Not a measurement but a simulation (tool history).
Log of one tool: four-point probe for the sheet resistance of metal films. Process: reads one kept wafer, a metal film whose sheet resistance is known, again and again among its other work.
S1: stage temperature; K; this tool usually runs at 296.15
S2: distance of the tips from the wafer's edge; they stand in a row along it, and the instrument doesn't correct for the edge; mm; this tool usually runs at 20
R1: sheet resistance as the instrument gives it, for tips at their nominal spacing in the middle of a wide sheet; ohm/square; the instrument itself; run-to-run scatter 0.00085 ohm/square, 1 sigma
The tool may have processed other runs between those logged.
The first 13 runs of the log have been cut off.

run	hour	S1	S2	R1
14	393.2	293.15	20	4.279255
15	412.8	293.15	20	4.279897
16	443.4	293.15	15	4.281141
17	460.5	293.15	46	4.276345
18	501.2	295.15	65	4.273622
19	522.0	296.15	27	4.273433
20	556.4	296.15	27	4.273714
21	575.8	304.15	24	4.264256
22	598.3	301.15	5	4.303935
23	628.7	301.15	5	4.304489
24	661.3	296.15	11	4.281275
25	690.7	296.15	11	4.280425
26	726.8	296.15	11	4.281058
27	764.6	307.15	20	4.262253
28	805.6	300.15	4	4.324354
29	833.8	294.15	19	4.278282
30	853.3	293.15	6	4.300747

Alternative continuations, all from the tool just after run 30; predict every row:
A	887.3	292.15	10	?
B	887.3	296.15	46	?
C	887.3	296.15	6	?

run	R1
A	4.287706
B	4.273356
C	4.297071
What these runs would have given with no unlogged condition in the tool:
run	R1
A	4.287414
B	4.273064
C	4.296778
